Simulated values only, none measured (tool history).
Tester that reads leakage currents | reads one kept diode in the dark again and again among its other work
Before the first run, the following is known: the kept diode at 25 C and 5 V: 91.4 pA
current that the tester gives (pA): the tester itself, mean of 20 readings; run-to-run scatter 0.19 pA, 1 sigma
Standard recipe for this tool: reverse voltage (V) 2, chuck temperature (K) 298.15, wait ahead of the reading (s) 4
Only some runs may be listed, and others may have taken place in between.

| run | hour | reverse voltage (V) | chuck temperature (K) | wait ahead of the reading (s) | current that the tester gives (pA) |
|---|---|---|---|---|---|
| 1 | 0 | 2 | 298.15 | 4 | 62.12 |
|  | 15.7 | chuck's temperature calibrated |
| 2 | 34.6 | 2 | 298.15 | 4 | 61.87 |
| 3 | 65.1 | 2 | 298.15 | 4 | 61.64 |
| 4 | 82.8 | 2 | 298.15 | 4 | 61.65 |
| 5 | 110.6 | 2 | 298.15 | 4 | 61.7 |
| 6 | 142.2 | 7.2 | 298.15 | 4 | 107.25 |
| 7 | 169.7 | 7.2 | 298.15 | 4 | 107.39 |
| 8 | 183.7 | 7.2 | 298.15 | 4 | 107.11 |
| 9 | 208.8 | 7.2 | 298.15 | 4 | 107.1 |
| 10 | 223.2 | 2 | 298.15 | 4 | 62.08 |
| 11 | 256.5 | 2 | 298.15 | 4 | 61.96 |
| 12 | 280.4 | 2 | 298.15 | 4 | 61.62 |
| 13 | 296.9 | 2 | 298.15 | 0.41 | 62.29 |
| 14 | 311.7 | 2 | 298.15 | 4 | 61.98 |
| 15 | 328.9 | 2 | 306.15 | 4 | 122.33 |
| 16 | 358.6 | 2 | 306.15 | 4 | 122.33 |
| 17 | 381.5 | 2 | 306.15 | 4 | 122.85 |
| 18 | 402 | 2 | 298.15 | 4 | 61.88 |
| 19 | 421.6 | 2 | 298.15 | 4.18 | 62.09 |
| 20 | 443.9 | 2 | 298.15 | 4.18 | 62.21 |
| 21 | 470.9 | 2 | 298.15 | 4.18 | 61.96 |
| 22 | 501.4 | 5.64 | 319.15 | 2.22 | 537.74 |
| 23 | 526.8 | 5.64 | 325.15 | 6.43 | 845.31 |
| 24 | 542.5 | 5.64 | 325.15 | 6.43 | 845.34 |
| 25 | 567.6 | 8.84 | 332.15 | 4 | 1692.49 |
|  | 592 | probe card cleaned and baked |
| 26 | 592 | 1.87 | 332.15 | 4 | 871.72 |
| 27 | 621.1 | 1.87 | 332.15 | 4 | 872.58 |
| 28 | 635.1 | 1.87 | 332.15 | 4 | 878.15 |
| 29 | 667.5 | 18.71 | 332.15 | 2.97 | 2327.91 |
| 30 | 686 | 15.84 | 318.15 | 2.09 | 773.54 |
| 31 | 705.2 | 15.84 | 318.15 | 5.55 | 772.33 |
| 32 | 737.3 | 11.59 | 298.15 | 4 | 131.37 |
| 33 | 768.1 | 11.59 | 298.15 | 4 | 131.02 |
| 34 | 787.8 | 11.59 | 298.15 | 4 | 131.86 |
| 35 | 814.3 | 11.59 | 298.15 | 4 | 131.74 |
| 36 | 828.8 | 1.41 | 293.15 | 0.48 | 34.45 |
| 37 | 860.2 | 4.82 | 298.15 | 3.18 | 89.93 |
| 38 | 889.6 | 3.76 | 319.15 | 1.82 | 452.33 |
| 39 | 917.9 | 16.43 | 319.15 | 1.82 | 849.92 |
| 40 | 933.8 | 2 | 299.15 | 4 | 67.86 |
| 41 | 961.1 | 14.97 | 305.15 | 4.15 | 267.08 |

Below, some changes in current that the tester gives (pA) between adjacent runs. For each, the amount present without the hidden state too (settings, incoming material, random variation) and the amount remaining for the hidden state with gauge scatter not shared by both compared results:
Unlogged tool condition in this case: stray current of the dirty probe card, pA a volt; current scale over the true one, %; true chuck temperature over the reading, C; drift of the gauge itself on leakage_pa, %.
Run 24 -> 25: reverse voltage (V) 5.64 -> 8.84, chuck temperature (K) 325.15 -> 332.15, wait ahead of the reading (s) 6.43 -> 4. current that the tester gives (pA) +847.15: hidden state +0.23, all else +846.92.
Run 28 -> 29: reverse voltage (V) 1.87 -> 18.71, wait ahead of the reading (s) 4 -> 2.97. current that the tester gives (pA) +1449.76: hidden state +0.43, all else +1449.33.
Run 29 -> 30: reverse voltage (V) 18.71 -> 15.84, chuck temperature (K) 332.15 -> 318.15, wait ahead of the reading (s) 2.97 -> 2.09. current that the tester gives (pA) -1554.37: hidden state -0.41, all else -1553.96.
Run 39 -> 40: reverse voltage (V) 16.43 -> 2, chuck temperature (K) 319.15 -> 299.15, wait ahead of the reading (s) 1.82 -> 4. current that the tester gives (pA) -782.06: hidden state -0.34, all else -781.72.
